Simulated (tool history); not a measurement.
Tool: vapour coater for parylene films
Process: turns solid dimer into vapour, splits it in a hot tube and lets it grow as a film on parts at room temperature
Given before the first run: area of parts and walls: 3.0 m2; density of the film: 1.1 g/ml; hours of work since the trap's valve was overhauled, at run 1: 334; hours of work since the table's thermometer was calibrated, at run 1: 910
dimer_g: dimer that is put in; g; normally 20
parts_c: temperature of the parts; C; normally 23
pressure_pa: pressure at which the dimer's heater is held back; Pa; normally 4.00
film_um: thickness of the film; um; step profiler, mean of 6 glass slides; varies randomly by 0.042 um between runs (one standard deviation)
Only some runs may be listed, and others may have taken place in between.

run	hour	dimer_g	parts_c	pressure_pa	hours of work since the trap's valve was overhauled	hours of work since the table's thermometer was calibrated	film_um
1	0.0	20	23	4.00	334	910	4.74
2	21.2	20	23	4.00	352	929	4.72
3	48.5	20	23	4.00	376	953	4.65
4	78.6	20	26	4.00	402	979	4.32
5	105.0	20	23	3.55	425	1002	4.68
6	120.6	20	23	3.55	438	1015	4.64
7	138.4	20	23	4.00	454	1031	4.68
8	168.8	20	23	4.00	480	1057	4.70
9	187.0	20	23	4.50	496	1073	4.58
10	215.2	20	31	4.76	521	1098	3.90
11	239.4	20	31	4.76	542	1119	3.83
# hour 256.9: trap's valve overhauled
12	274.3	29	28	4.76	15	1145	6.04
13	288.3	9	28	4.76	27	1158	1.86
14	320.8	28	32	4.28	56	1186	5.30
15	334.1	8	23	4.28	67	1198	1.85
16	363.6	8	23	4.28	93	1223	1.85
17	388.0	17	26	8.43	114	1244	3.42

3 options for the next run, each taken on its own from the tool as it stands now. Forecast them:
A	410.8	27	17	9.44	134	1264	?
B	410.8	14	27	11.72	134	1264	?
C	410.8	8	21	4.32	134	1264	?

run	film_um
A	6.82
B	2.79
C	1.98
Without the tool's unlogged condition, the same runs would have read:
run	film_um
A	6.83
B	2.80
C	1.98

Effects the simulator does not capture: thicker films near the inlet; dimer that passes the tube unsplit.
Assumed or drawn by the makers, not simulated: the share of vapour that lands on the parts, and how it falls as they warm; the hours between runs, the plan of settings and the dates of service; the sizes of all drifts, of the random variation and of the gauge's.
